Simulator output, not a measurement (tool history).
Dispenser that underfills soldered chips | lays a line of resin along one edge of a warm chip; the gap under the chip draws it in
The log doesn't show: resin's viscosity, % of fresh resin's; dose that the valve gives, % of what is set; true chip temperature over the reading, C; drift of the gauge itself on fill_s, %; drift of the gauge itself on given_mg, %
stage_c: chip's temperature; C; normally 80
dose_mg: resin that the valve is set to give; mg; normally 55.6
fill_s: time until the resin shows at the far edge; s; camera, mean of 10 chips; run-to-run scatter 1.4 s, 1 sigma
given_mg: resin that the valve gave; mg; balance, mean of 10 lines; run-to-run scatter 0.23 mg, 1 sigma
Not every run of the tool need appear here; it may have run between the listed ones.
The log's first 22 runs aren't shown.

| run | day | stage_c | dose_mg | hours of work since the syringe was changed | hours of work since the valve was cleaned | hours of work since the stage was calibrated | fill_s | given_mg |
|---|---|---|---|---|---|---|---|---|
|  | 6.879 | new syringe of resin |
| 23 | 7.071 | 95 | 68.1 | 3 | 23 | 225 | 73.4 | 66.69 |
|  | 7.396 | new syringe of resin |
| 24 | 7.450 | 72 | 62.5 | 1 | 29 | 231 | 196.0 | 60.56 |
| 25 | 7.746 | 78 | 62.5 | 6 | 34 | 235 | 181.3 | 61.21 |
|  | 7.929 | new syringe of resin |
| 26 | 8.038 | 73 | 63.2 | 2 | 38 | 240 | 196.7 | 61.40 |
| 27 | 8.408 | 73 | 63.2 | 8 | 44 | 246 | 272.5 | 61.03 |
|  | 8.442 | new syringe of resin |
| 28 | 8.779 | 73 | 63.2 | 5 | 50 | 252 | 234.8 | 60.31 |
|  | 8.954 | new syringe of resin |
| 29 | 9.154 | 80 | 67.3 | 3 | 56 | 258 | 147.3 | 63.72 |
| 30 | 9.375 | 80 | 58.5 | 7 | 60 | 261 | 176.8 | 55.99 |
|  | 9.488 | new syringe of resin |
| 31 | 9.662 | 93 | 54.6 | 3 | 64 | 266 | 75.2 | 51.70 |
|  | 10.012 | new syringe of resin |
| 32 | 10.083 | 93 | 54.6 | 1 | 71 | 272 | 71.4 | 51.35 |
| 33 | 10.329 | 86 | 60.9 | 5 | 75 | 276 | 120.9 | 57.69 |
|  | 10.529 | new syringe of resin |
| 34 | 10.758 | 76 | 61.8 | 4 | 81 | 283 | 180.5 | 57.35 |

5 options for the next run, each taken on its own from the tool as it stands now. Forecast them:
| A | 10.971 | 82 | 50.3 | 7 | 85 | 286 | ? | ? |
| B | 10.971 | 86 | 70.1 | 7 | 85 | 286 | ? | ? |
| C | 10.971 | 86 | 64.9 | 7 | 85 | 286 | ? | ? |
| D | 10.971 | 87 | 48.7 | 7 | 85 | 286 | ? | ? |
| E | 10.971 | 76 | 66.3 | 7 | 85 | 286 | ? | ? |

| run | fill_s | given_mg |
|---|---|---|
| A | 163.1 | 46.69 |
| B | 128.8 | 64.92 |
| C | 131.3 | 60.51 |
| D | 130.0 | 45.06 |
| E | 215.9 | 61.30 |
Without the tool's unlogged condition, the same runs would have read:
| run | fill_s | given_mg |
|---|---|---|
| A | 122.2 | 50.21 |
| B | 97.5 | 69.81 |
| C | 99.4 | 65.06 |
| D | 97.2 | 48.46 |
| E | 164.2 | 65.92 |
